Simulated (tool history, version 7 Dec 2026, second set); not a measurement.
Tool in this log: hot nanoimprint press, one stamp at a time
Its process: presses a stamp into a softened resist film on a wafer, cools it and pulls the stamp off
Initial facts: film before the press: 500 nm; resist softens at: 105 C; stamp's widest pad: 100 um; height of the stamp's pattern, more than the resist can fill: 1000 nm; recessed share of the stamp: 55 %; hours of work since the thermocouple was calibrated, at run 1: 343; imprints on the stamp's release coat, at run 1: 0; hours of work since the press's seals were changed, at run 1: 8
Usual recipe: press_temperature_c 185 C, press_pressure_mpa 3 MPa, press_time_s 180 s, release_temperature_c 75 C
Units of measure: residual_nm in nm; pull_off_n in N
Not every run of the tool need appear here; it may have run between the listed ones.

run	day	press_temperature_c	press_pressure_mpa	press_time_s	release_temperature_c	hours of work since the thermocouple was calibrated	imprints on the stamp's release coat	hours of work since the press's seals were changed	residual_nm	pull_off_n
1	0	185	3	180	75	343	0	8	281.9	172
2	0.496	185	3	180	75	351	40	15	281.1	175
3	0.746	185	2.26	180	75	354	60	19	317.3	169
4	1.154	185	2.26	180	75	361	93	26	317.6	179
5	1.662	185	2.26	180	75	368	134	33	317.8	172
# day 2.075: plate thermocouple calibrated
6	2.192	185	3	180	75	2	166	40	278.9	171
7	2.558	185	3	159	75	7	196	45	289.1	179
8	3.067	185	3	159	73	15	237	53	289.6	184
9	3.367	185	3	159	73	20	261	58	289.2	189
10	3.817	185	3	180	75	27	298	65	278	176
11	4.154	185	3	201	75	32	325	70	268.6	180
# day 4.758: plate thermocouple calibrated, once more
12	4.812	185	3	201	75	1	368	78	271.6	179
13	5.15	185	3	201	75	6	395	83	270.9	177
14	5.408	185	3	180	75	10	416	87	280.7	180
15	5.967	185	3	180	75	19	461	96	280	182
16	6.462	197	3.68	101	75	26	501	103	193.6	191
17	7.017	185	3	180	75	35	546	112	280.6	191
18	7.483	185	3.99	320	75	42	583	119	200.3	193
19	7.733	183	1.83	298	82	46	604	123	321.5	149
20	8.071	183	1.83	231	64	51	631	128	343	255
21	8.525	183	1.83	231	64	58	667	135	343.3	256
22	8.929	174	2.6	327	61	64	700	141	372.5	269
23	9.338	180	2.6	327	71	71	733	148	302.3	209
24	9.642	184	3	180	75	75	758	152	290.1	194
25	10.029	190	4.71	141	69	81	789	158	198.6	231
26	10.412	190	4.71	141	69	87	820	164	198.5	236
27	10.929	176	2.04	310	68	95	861	172	381.1	237
28	11.35	176	2.04	310	68	102	895	179	380.5	234
29	11.704	176	2.04	310	68	107	924	184	380.7	239

Here are 4 independent what-if runs from the current tool condition. What would each one return?
A	11.988	185	3	121	72	111	947	189	?	?
B	11.988	184	2.65	180	75	111	947	189	?	?
C	11.988	188	3.27	180	72	111	947	189	?	?
D	11.988	175	2.04	318	80	111	947	189	?	?

run	residual_nm	pull_off_n
A	313.9	217
B	306.6	202
C	238.9	216
D	389.9	170
Stripped of hidden state, with their random variation kept, the same runs would have yielded:
run	residual_nm	pull_off_n
A	319.5	190
B	312.4	176
C	243.8	189
D	395.7	149
